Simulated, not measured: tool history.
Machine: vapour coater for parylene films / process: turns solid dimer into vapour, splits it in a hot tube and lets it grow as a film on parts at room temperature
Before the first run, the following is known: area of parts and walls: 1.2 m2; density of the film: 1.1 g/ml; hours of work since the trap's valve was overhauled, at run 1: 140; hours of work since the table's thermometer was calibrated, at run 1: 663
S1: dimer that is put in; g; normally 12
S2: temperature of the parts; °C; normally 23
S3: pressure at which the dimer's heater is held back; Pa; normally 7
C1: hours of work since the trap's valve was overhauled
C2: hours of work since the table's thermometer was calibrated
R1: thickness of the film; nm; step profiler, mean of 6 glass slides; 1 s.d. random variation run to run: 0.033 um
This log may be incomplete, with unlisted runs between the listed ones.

run 1 day=0 | S1=12 S2=23 S3=7 | C1=140 C2=663 | R1=4230
run 2 day=1.958 | S1=12 S2=23 S3=7 | C1=161 C2=685 | R1=4220
run 3 day=4.654 | S1=12 S2=23 S3=7 | C1=191 C2=714 | R1=4220
run 4 day=7.771 | S1=12 S2=23 S3=7 | C1=225 C2=748 | R1=4140
run 5 day=10.646 | S1=12 S2=23 S3=7 | C1=256 C2=780 | R1=4190
run 6 day=12.571 | S1=12 S2=17 S3=7 | C1=277 C2=801 | R1=4950
run 7 day=14.258 | S1=12 S2=17 S3=7 | C1=296 C2=819 | R1=4920
run 8 day=16.646 | S1=12 S2=17 S3=7 | C1=322 C2=845 | R1=4970
run 9 day=19.933 | S1=19 S2=23 S3=7 | C1=358 C2=881 | R1=6450
run 10 day=22.75 | S1=19 S2=23 S3=7 | C1=388 C2=912 | R1=6470
run 11 day=25.888 | S1=19 S2=23 S3=7 | C1=423 C2=946 | R1=6470
run 12 day=29.254 | S1=19 S2=23 S3=7 | C1=460 C2=983 | R1=6350
run 13 day=31.442 | S1=19 S2=23 S3=7 | C1=483 C2=1007 | R1=6490
run 14 day=33.158 | S1=19 S2=23 S3=7 | C1=502 C2=1026 | R1=6450
-- day=34.671 trap's valve overhauled
-- day=34.712 table's thermometer calibrated
run 15 day=35.512 | S1=19 S2=23 S3=7 | C1=9 C2=9 | R1=6630
run 16 day=37.925 | S1=19 S2=23 S3=7 | C1=35 C2=35 | R1=6680
run 17 day=40.662 | S1=12 S2=23 S3=7 | C1=65 C2=65 | R1=4230
run 18 day=43.712 | S1=12 S2=22 S3=7 | C1=98 C2=98 | R1=4300
run 19 day=46.304 | S1=12 S2=23 S3=6.77 | C1=127 C2=127 | R1=4170
run 20 day=48.388 | S1=12 S2=23 S3=6.77 | C1=150 C2=150 | R1=4190
run 21 day=51.25 | S1=11 S2=23 S3=6.77 | C1=181 C2=181 | R1=3820
run 22 day=54.758 | S1=12 S2=23 S3=7 | C1=219 C2=219 | R1=4070
run 23 day=57.012 | S1=7 S2=25 S3=3.3 | C1=244 C2=244 | R1=2530
run 24 day=58.546 | S1=7 S2=25 S3=8.67 | C1=261 C2=261 | R1=2180
run 25 day=60.575 | S1=12 S2=18 S3=6.24 | C1=283 C2=283 | R1=4860
run 26 day=63.921 | S1=12 S2=17 S3=7.59 | C1=319 C2=319 | R1=4730
run 27 day=66.596 | S1=6 S2=34 S3=2.42 | C1=349 C2=349 | R1=1710

Run 28, settings as shown, results not yet in. Your forecast:
run 28 day=69.517 | S1=6 S2=34 S3=2.42 | C1=381 C2=381 | R1=?

Run 28 produced R1 1730 nm.
Take away the tool's hidden state, keep the run-to-run variation as it was, and the same run would have given R1 1810 nm.

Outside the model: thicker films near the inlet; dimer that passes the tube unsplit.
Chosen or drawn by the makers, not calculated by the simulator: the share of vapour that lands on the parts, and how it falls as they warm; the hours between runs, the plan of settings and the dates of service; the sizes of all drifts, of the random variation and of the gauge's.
